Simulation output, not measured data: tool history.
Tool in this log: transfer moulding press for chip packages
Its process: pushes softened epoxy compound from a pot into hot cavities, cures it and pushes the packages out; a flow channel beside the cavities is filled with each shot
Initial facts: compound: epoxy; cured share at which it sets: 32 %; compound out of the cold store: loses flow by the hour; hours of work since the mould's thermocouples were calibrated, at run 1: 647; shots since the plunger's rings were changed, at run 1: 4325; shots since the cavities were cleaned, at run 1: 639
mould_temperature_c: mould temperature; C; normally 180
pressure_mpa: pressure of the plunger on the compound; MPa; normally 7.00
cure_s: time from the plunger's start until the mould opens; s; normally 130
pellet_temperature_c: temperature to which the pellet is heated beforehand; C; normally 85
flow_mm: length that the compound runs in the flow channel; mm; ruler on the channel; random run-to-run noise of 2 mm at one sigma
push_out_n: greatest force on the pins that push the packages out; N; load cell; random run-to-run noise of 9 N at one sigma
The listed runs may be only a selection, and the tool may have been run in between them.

run	hour	mould_temperature_c	pressure_mpa	cure_s	pellet_temperature_c	hours of work since the mould's thermocouples were calibrated	shots since the plunger's rings were changed	shots since the cavities were cleaned	incoming compound's hours out of the cold store	flow_mm	push_out_n
1	0.0	180	7.00	130	85	647	4325	639	28.0	767	653
# hour 21.3: mould's thermocouples calibrated
# hour 38.6: cavities cleaned with cleaning compound and waxed
2	40.8	180	7.00	124	85	11	4642	18	13.7	788	445
3	69.2	175	7.00	130	85	29	4883	259	46.1	749	692
4	87.8	175	7.00	130	85	41	5041	417	27.0	784	843
5	121.7	175	7.00	130	85	62	5329	705	42.9	753	903
# hour 149.2: cavities cleaned with cleaning compound and waxed
6	155.0	180	7.00	130	85	83	5599	49	16.0	779	449
7	188.7	180	7.00	130	85	104	5885	335	36.2	740	546
8	216.5	180	7.00	130	85	121	6122	572	38.5	731	610
9	244.5	180	5.62	130	85	139	6359	809	28.8	675	687
# hour 259.2: cavities cleaned with cleaning compound and waxed
10	269.3	180	7.00	130	85	154	6558	86	46.7	715	462
# hour 275.9: plunger's sealing rings changed
11	305.7	180	5.54	130	85	175	253	373	30.0	703	583
12	327.2	180	5.54	130	85	189	437	557	46.7	672	619
13	363.6	180	5.54	130	85	212	745	865	12.9	732	706
# hour 373.2: cavities cleaned with cleaning compound and waxed
14	385.1	180	5.54	130	85	225	916	101	46.6	675	468
15	408.4	180	7.00	143	85	239	1114	299	15.9	815	517
16	433.9	180	7.00	149	91	255	1330	515	19.9	803	578
17	468.1	186	7.33	111	95	277	1621	806	41.6	756	626
# hour 486.0: cavities cleaned with cleaning compound and waxed
18	504.7	187	7.33	110	87	299	1919	159	9.2	807	468
19	538.6	173	8.50	133	76	321	2207	447	32.9	888	951
20	559.1	179	7.00	131	94	334	2381	621	35.4	771	693
21	579.4	181	7.00	131	94	346	2554	794	32.0	764	678
# hour 596.0: cavities cleaned with cleaning compound and waxed
22	602.1	185	7.00	131	94	360	2734	52	44.2	732	395
23	629.8	186	6.07	131	85	377	2969	287	47.4	669	473
24	647.5	180	7.84	150	85	388	3119	437	27.6	820	558
25	666.3	180	7.46	150	85	400	3279	597	20.4	818	589
26	686.5	180	7.46	150	85	413	3450	768	14.4	826	613
# hour 707.6: cavities cleaned with cleaning compound and waxed
27	712.9	186	7.73	113	94	429	3662	45	40.6	766	401
28	730.4	181	8.32	115	85	440	3811	194	36.5	822	607

The logged runs with the hidden state left out (each run's random variation unchanged):
The hidden state here: true mould temperature over the reading, C; pressure that reaches the compound, % of what is set; grip of the stained cavities, % over clean ones'; drift of the gauge itself on flow_mm, %; drift of the gauge itself on push_out_n, %.
run	flow_mm	push_out_n
1	794	387
2	823	425
3	784	506
4	821	558
5	791	524
6	820	407
7	780	381
8	773	373
9	715	390
10	759	400
11	704	396
12	674	384
13	735	397
14	679	388
15	821	367
16	811	364
17	766	353
18	820	366
19	903	584
20	786	407
21	780	381
22	749	359
23	685	343
24	841	370
25	840	354
26	849	351
27	789	360
28	847	449
